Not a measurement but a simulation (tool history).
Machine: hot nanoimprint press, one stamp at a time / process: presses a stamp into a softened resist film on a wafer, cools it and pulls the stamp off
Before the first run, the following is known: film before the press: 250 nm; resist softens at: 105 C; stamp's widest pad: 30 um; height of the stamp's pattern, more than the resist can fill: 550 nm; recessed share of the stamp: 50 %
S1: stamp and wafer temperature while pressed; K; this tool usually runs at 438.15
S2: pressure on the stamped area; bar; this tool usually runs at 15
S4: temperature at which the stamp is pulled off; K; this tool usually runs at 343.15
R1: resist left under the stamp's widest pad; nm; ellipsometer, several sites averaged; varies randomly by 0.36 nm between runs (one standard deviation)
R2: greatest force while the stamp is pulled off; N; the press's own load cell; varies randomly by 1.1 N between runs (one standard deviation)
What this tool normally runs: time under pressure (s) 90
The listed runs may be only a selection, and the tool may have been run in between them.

Run 1, hour 0: usual settings. Result: R1 113.8 nm, R2 150 N.
Run 2, hour 32.2: usual settings. Result: R1 113.1 nm, R2 149 N.
Run 3, hour 53.1: usual settings. Result: R1 114.1 nm, R2 149 N.
Run 4, hour 99.2: usual settings. Result: R1 113.3 nm, R2 150 N.
Run 5, hour 149.1: usual settings. Result: R1 113.7 nm, R2 152 N.
At hour 179: stamp cleaned and given a new release coat.
At hour 198.4: plate thermocouple calibrated.
Run 6, hour 208: usual settings. Result: R1 113.9 nm, R2 149 N.
Run 7, hour 245.1: usual settings. Result: R1 114.8 nm, R2 148 N.
Run 8, hour 281.7: usual settings. Result: R1 114.5 nm, R2 150 N.
Run 9, hour 328.3: usual settings. Result: R1 115.3 nm, R2 150 N.
Run 10, hour 354.8: usual settings. Result: R1 114.2 nm, R2 152 N.
Run 11, hour 394.8: usual settings but S4 340.15 K. Result: R1 114.5 nm, R2 162 N.
Run 12, hour 430.6: usual settings but S4 340.15 K. Result: R1 115 nm, R2 161 N.
Run 13, hour 456.7: usual settings but S1 432.15 K, S2 12 bar, time under pressure (s) 167, S4 329.15 K. Result: R1 140.5 nm, R2 207 N.
Run 14, hour 503.2: usual settings but S1 431.15 K, S2 16.7 bar, time under pressure (s) 74, S4 330.15 K. Result: R1 160 nm, R2 204 N.
At hour 517.4: stamp cleaned and given a new release coat.
Run 15, hour 541.3: usual settings but S1 442.15 K, S2 13.8 bar, S4 329.15 K. Result: R1 99.4 nm, R2 207 N.
Run 16, hour 571.9: usual settings but S1 445.15 K, S4 342.15 K. Result: R1 82.4 nm, R2 153 N.
At hour 611.3: press's hydraulic seals changed and the load cell set to zero.
Run 17, hour 619.4: usual settings but S1 445.15 K, S4 342.15 K. Result: R1 82.8 nm, R2 155 N.
Run 18, hour 651.7: usual settings but S1 445.15 K, S4 342.15 K. Result: R1 83.1 nm, R2 155 N.
Run 19, hour 700.7: usual settings but S1 431.15 K, S2 13.9 bar, time under pressure (s) 88, S4 337.15 K. Result: R1 165.4 nm, R2 173 N.
At hour 708.4: plate thermocouple calibrated.
Run 20, hour 744.7: usual settings but S1 435.15 K, time under pressure (s) 47, S4 333.15 K. Result: R1 160.6 nm, R2 189 N.
At hour 757.4: gauge calibrated.
Run 21, hour 767.2: usual settings but time under pressure (s) 106, S4 341.15 K. Result: R1 106.8 nm, R2 159 N.

Measured minus without-hidden-state, run by run (identical run-to-run variation in each term; gauge scatter may differ):
Unlogged tool condition in this case: true temperature over the reading, C; pressure that arrives at the usual setting, %; grip of the stamp's worn release coat, % over a new coat's; drift of the gauge itself on residual_nm, %; drift of the gauge itself on pull_off_n, %.
run    R1
  1    +0
  2  +0.1
  3  +0.2
  4  +0.3
  5  +0.5
  6  +0.6
  7  +0.7
  8  +0.8
  9    +1
 10    +1
 11  +1.1
 12  +1.2
 13  +1.6
 14  +2.1
 15  +1.4
 16  +1.2
 17  +1.3
 18  +1.4
 19  +2.9
 20  +2.8
 21    +0
R2: within 1 N of the measured result in every run.
